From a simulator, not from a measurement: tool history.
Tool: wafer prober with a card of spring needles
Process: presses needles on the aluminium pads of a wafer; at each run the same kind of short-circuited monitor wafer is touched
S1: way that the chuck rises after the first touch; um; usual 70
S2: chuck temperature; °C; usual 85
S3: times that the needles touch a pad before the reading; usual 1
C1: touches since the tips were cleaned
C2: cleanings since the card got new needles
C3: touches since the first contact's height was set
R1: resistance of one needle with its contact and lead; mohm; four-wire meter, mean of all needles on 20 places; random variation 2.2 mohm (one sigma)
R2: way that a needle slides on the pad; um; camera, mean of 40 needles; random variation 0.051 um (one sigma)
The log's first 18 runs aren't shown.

run,hour,S1,S2,S3,C1,C2,C3,R1,R2
# hour 207.2: tips cleaned on abrasive film
# hour 215.4: tips cleaned on abrasive film
19,218.1,69,33,3,1010,69,74074,241,14.8
# hour 223.7: tips cleaned on abrasive film
20,229.5,70,122,1,2153,70,78282,276,14.95
# hour 231.7: tips cleaned on abrasive film
# hour 240.2: tips cleaned on abrasive film
21,243,70,122,1,1033,72,83231,269,14.92
# hour 249: tips cleaned on abrasive film
22,256.3,70,85,3,2734,73,88169,256,14.97
# hour 257.6: tips cleaned on abrasive film
# hour 265.7: tips cleaned on abrasive film
23,271.1,70,85,3,2029,75,93613,253,14.92
# hour 273.9: tips cleaned on abrasive film
24,280.5,90,56,2,2450,76,97056,249,19.29
# hour 282.6: tips cleaned on abrasive film
25,287.8,90,55,2,1946,77,99739,252,19.27
# hour 290.7: tips cleaned on abrasive film
# hour 299.7: tips cleaned on abrasive film
26,302,90,55,2,868,79,104969,244,19.2
# hour 308.4: tips cleaned on abrasive film
27,310.8,70,85,2,890,80,108189,257,14.87
# hour 316.8: tips cleaned on abrasive film
28,320,87,27,3,1195,81,111584,237,18.57
# hour 324.8: tips cleaned on abrasive film
29,326.8,70,60,1,720,82,114088,250,14.86
# hour 333: tips cleaned on abrasive film
30,340.3,70,60,1,2734,83,119086,261,14.94
# hour 341.1: tips cleaned on abrasive film
# hour 349.9: tips cleaned on abrasive film
31,352.1,67,32,1,838,85,123412,248,14.2

4 ways to go on from here, each from the tool as it stands after run 31. What would each give?
# hour 358.2: tips cleaned on abrasive film
A,365.6,88,85,1,2778,86,128421,?,?
# hour 358.2: tips cleaned on abrasive film
B,365.6,67,60,1,2778,86,128421,?,?
# hour 358.2: tips cleaned on abrasive film
C,365.6,67,101,1,2778,86,128421,?,?
# hour 358.2: tips cleaned on abrasive film
D,365.6,70,46,1,2778,86,128421,?,?

run,R1,R2
A,258,18.64
B,258,14.21
C,269,14.18
D,259,14.8
Without the tool's hidden state the same runs would have given:
run,R1,R2
A,250,19.04
B,244,14.61
C,255,14.58
D,245,15.2

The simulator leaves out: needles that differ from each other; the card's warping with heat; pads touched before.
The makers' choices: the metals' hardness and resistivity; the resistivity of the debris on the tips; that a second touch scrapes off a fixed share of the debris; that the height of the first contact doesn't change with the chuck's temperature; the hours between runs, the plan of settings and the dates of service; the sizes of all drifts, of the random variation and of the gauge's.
